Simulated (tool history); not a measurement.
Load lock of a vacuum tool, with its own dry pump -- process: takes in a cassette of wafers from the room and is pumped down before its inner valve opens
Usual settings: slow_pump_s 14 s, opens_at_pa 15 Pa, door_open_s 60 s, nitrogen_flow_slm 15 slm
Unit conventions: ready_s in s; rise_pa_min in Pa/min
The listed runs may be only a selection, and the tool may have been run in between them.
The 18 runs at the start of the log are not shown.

run	hour	slow_pump_s	opens_at_pa	door_open_s	nitrogen_flow_slm	incoming humidity of the room's air, %	ready_s	rise_pa_min
19	5738.4	14	15	196	15	48.1	24	0.233
20	6122	8	11	196	15	43.9	19.7	0.238
21	6440.1	8	11	196	15	43.9	19.6	0.259
22	6664.7	8	11	196	15	44.9	19.9	0.275
23	7067.2	14	26	60	44	43.3	23.7	0.205
24	7289.3	14	26	60	44	45.6	23.6	0.211
25	7693.4	14	26	60	44	44.5	23.5	0.233
26	7976.6	14	26	60	44	48.3	23.7	0.242

Estimate the outcome of run 27 from the log above:
27	8364.3	24	26	60	44	46.9	?	?

ready_s: 31.5 s
rise_pa_min: 0.267 Pa/min
The same run, on a tool lacking any hidden state, would have yielded ready_s 30.9 s, rise_pa_min 0.045 Pa/min.
